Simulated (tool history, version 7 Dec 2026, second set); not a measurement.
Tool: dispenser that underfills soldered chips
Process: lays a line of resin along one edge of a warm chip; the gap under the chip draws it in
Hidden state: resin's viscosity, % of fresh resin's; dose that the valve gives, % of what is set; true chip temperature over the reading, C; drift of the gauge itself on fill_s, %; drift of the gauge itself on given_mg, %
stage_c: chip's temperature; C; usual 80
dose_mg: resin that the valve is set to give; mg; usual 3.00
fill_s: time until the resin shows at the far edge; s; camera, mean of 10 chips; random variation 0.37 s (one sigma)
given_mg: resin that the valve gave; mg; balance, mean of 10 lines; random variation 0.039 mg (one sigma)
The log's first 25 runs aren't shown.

| run | hour | stage_c | dose_mg | hours of work since the syringe was changed | hours of work since the valve was cleaned | hours of work since the stage was calibrated | fill_s | given_mg |
|---|---|---|---|---|---|---|---|---|
|  | 266.9 | new syringe of resin |
| 26 | 273.8 | 80 | 3.83 | 4 | 25 | 334 | 28.5 | 3.78 |
|  | 276.5 | new syringe of resin |
|  | 286.2 | new syringe of resin |
| 27 | 288.5 | 73 | 2.88 | 1 | 34 | 343 | 32.9 | 2.71 |
|  | 296.0 | new syringe of resin |
| 28 | 297.9 | 91 | 3.76 | 1 | 39 | 348 | 15.5 | 3.61 |
|  | 305.2 | new syringe of resin |
| 29 | 309.8 | 69 | 2.78 | 3 | 46 | 355 | 45.4 | 2.69 |
|  | 314.9 | new syringe of resin |
| 30 | 322.3 | 83 | 2.76 | 4 | 54 | 363 | 27.2 | 2.59 |
|  | 324.0 | new syringe of resin |
| 31 | 332.0 | 76 | 3.15 | 5 | 59 | 368 | 36.5 | 3.00 |
|  | 333.3 | new syringe of resin |
| 32 | 339.4 | 92 | 3.54 | 4 | 64 | 373 | 17.6 | 3.30 |
|  | 342.5 | new syringe of resin |
| 33 | 347.2 | 71 | 3.00 | 3 | 68 | 377 | 41.5 | 2.80 |
|  | 351.9 | new syringe of resin |
| 34 | 354.5 | 89 | 3.38 | 2 | 72 | 382 | 18.4 | 3.22 |

Forecast each of these 4 alternatives for the next run:
|  | 361.1 | new syringe of resin |
| A | 363.1 | 82 | 3.38 | 1 | 77 | 387 | ? | ? |
|  | 361.1 | new syringe of resin |
| B | 363.1 | 82 | 3.38 | 1 | 77 | 387 | ? | ? |
|  | 361.1 | new syringe of resin |
| C | 363.1 | 92 | 3.38 | 1 | 77 | 387 | ? | ? |
|  | 361.1 | new syringe of resin |
| D | 363.1 | 89 | 3.62 | 1 | 77 | 387 | ? | ? |

| run | fill_s | given_mg |
|---|---|---|
| A | 23.6 | 3.20 |
| B | 22.3 | 3.13 |
| C | 15.6 | 3.21 |
| D | 17.0 | 3.34 |
Without the tool's hidden state the same runs would have given:
| run | fill_s | given_mg |
|---|---|---|
| A | 21.0 | 3.44 |
| B | 19.7 | 3.36 |
| C | 13.9 | 3.45 |
| D | 15.1 | 3.59 |

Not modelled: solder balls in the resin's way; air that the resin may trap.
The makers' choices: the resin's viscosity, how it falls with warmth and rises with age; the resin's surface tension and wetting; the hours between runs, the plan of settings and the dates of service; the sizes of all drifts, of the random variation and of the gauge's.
